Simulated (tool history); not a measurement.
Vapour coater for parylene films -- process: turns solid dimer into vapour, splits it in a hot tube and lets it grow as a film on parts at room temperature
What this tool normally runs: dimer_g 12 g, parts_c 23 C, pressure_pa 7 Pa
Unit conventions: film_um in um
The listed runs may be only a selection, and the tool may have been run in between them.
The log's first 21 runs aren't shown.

run	hour	dimer_g	parts_c	pressure_pa	film_um
22	222.2	12	29	7	7.8
23	232.2	12	29	7	7.7
24	245.2	12	29	7	7.78
25	254.3	12	29	7	7.88
26	268.9	10	29	7	6.43
27	279	13	34	5.57	7.61
28	290	13	16	5.57	12.75
29	303.8	12	27	7	8.09
30	316.4	12	20	10.34	9.05
31	330.8	15	23	9.22	10.55
32	340.2	15	23	9.22	10.46
33	350.6	15	23	9.22	10.36
34	360.2	8	26	4.06	6.19
35	368.7	8	26	4.06	6.15
36	376	12	23	2.71	11.25
37	383.4	12	19	10.07	9.17
38	397.1	16	18	5.72	14.34
39	410.8	16	18	5.72	14.19
40	424	12	35	4.43	6.84
41	438.6	5	16	3.51	5.1
42	453.6	14	18	2.4	14.27
43	461.2	11	16	5.21	10.67
44	472.8	16	16	2.69	15.85
45	486.2	5	29	11.99	2.64

The next listed run, before its measurement:
46	498	8	32	3.38	?

{"run 46": {"film_um": 5.2}}
Take away the tool's hidden state, keep the run-to-run variation as it was, and the same run would have given film_um 5.85 um.

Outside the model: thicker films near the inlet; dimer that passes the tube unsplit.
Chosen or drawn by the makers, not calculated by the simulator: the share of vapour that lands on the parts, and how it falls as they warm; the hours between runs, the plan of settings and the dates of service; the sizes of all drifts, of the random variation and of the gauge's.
